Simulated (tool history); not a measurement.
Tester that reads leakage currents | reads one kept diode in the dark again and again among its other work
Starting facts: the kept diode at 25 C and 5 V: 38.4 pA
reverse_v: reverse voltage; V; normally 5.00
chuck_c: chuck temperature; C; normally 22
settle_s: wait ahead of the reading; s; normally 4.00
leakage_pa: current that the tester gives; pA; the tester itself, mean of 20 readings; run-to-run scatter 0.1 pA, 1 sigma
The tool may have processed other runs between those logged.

| run | hour | reverse_v | chuck_c | settle_s | leakage_pa |
|---|---|---|---|---|---|
| 1 | 0.0 | 5.00 | 22 | 4.00 | 28.33 |
| 2 | 73.5 | 5.00 | 22 | 4.00 | 28.43 |
| 3 | 181.9 | 5.00 | 22 | 4.00 | 28.34 |
| 4 | 289.3 | 5.00 | 37 | 4.00 | 108.30 |
| 5 | 420.7 | 5.00 | 37 | 4.00 | 108.07 |
| 6 | 551.3 | 5.00 | 37 | 4.00 | 107.22 |
| 7 | 653.6 | 5.00 | 22 | 8.69 | 27.38 |
| 8 | 771.0 | 5.00 | 22 | 8.69 | 27.48 |
| 9 | 838.0 | 5.00 | 22 | 8.69 | 27.51 |
| 10 | 946.2 | 5.00 | 22 | 0.88 | 28.91 |
| 11 | 1012.5 | 5.00 | 22 | 0.88 | 28.79 |
| 12 | 1072.4 | 1.33 | 22 | 4.00 | 18.94 |
| 13 | 1156.2 | 1.33 | 22 | 4.00 | 18.98 |
| 14 | 1242.6 | 5.00 | 22 | 1.01 | 33.62 |
| 15 | 1302.0 | 5.00 | 22 | 1.01 | 33.35 |
| 16 | 1399.3 | 5.00 | 22 | 1.01 | 34.32 |
| 17 | 1492.4 | 5.00 | 22 | 4.00 | 33.53 |
| 18 | 1601.9 | 5.00 | 22 | 0.67 | 35.17 |
| 19 | 1702.3 | 5.00 | 22 | 0.67 | 35.19 |
| 20 | 1768.3 | 5.00 | 22 | 0.67 | 35.38 |
| 21 | 1837.8 | 12.69 | 26 | 1.60 | 72.48 |
| 22 | 1906.4 | 5.60 | 57 | 0.40 | 636.37 |
| 23 | 2035.3 | 5.60 | 57 | 0.40 | 634.82 |
| 24 | 2125.3 | 5.60 | 57 | 0.40 | 632.28 |
| 25 | 2217.0 | 5.60 | 57 | 0.40 | 631.02 |
| 26 | 2332.3 | 5.00 | 31 | 4.00 | 71.57 |
| 27 | 2395.8 | 5.00 | 31 | 4.00 | 72.21 |
| 28 | 2465.4 | 5.00 | 31 | 4.00 | 71.61 |
| 29 | 2586.1 | 5.00 | 31 | 4.00 | 71.52 |
| 30 | 2679.5 | 5.00 | 31 | 4.00 | 72.10 |
| 31 | 2793.3 | 4.00 | 31 | 1.33 | 65.85 |
| 32 | 2883.0 | 4.00 | 31 | 1.33 | 66.03 |
| 33 | 2979.5 | 7.13 | 41 | 4.00 | 187.54 |
| 34 | 3064.8 | 1.15 | 22 | 4.00 | 18.18 |
| 35 | 3184.2 | 1.84 | 22 | 2.86 | 21.98 |
| 36 | 3264.7 | 1.84 | 40 | 9.12 | 103.87 |
| 37 | 3362.3 | 1.03 | 48 | 1.17 | 163.65 |
| 38 | 3447.5 | 3.53 | 28 | 1.17 | 48.80 |
| 39 | 3529.4 | 4.60 | 25 | 0.42 | 44.70 |
| 40 | 3586.4 | 5.00 | 21 | 2.93 | 32.46 |

Between the runs listed above, the log contained 3 entries, not reproduced here. Where in the sequence does each belong, and how does what the log doesn't record of the tool's condition differ from the listed run before to the listed run after?
Logged between run 6 and run 7: chuck's temperature calibrated (hour 592.0)
  stray current of the dirty probe card, pA a volt: 0.569 -> 0.6; current scale over the true one, %: -2.19 -> -2.23; true chuck temperature over the reading, C: -0.95 -> -1.48
  measured less the result without the state, leakage_pa: -9.01 -> -1.61 pA
Logged between run 11 and run 12: chuck's temperature calibrated, once more (hour 1072.4)
  stray current of the dirty probe card, pA a volt: 0.72 -> 0.74; current scale over the true one, %: -2.39 -> -2.41; true chuck temperature over the reading, C: -1.58 -> 0.11
  measured less the result without the state, leakage_pa: -1.32 -> +0.68 pA
Logged between run 15 and run 16: tester calibrated (hour 1345.7)
  stray current of the dirty probe card, pA a volt: 0.814 -> 0.847; current scale over the true one, %: -2.51 -> 0.02; true chuck temperature over the reading, C: 0.04 -> 0.01
  measured less the result without the state, leakage_pa: +3.21 -> +4.18 pA
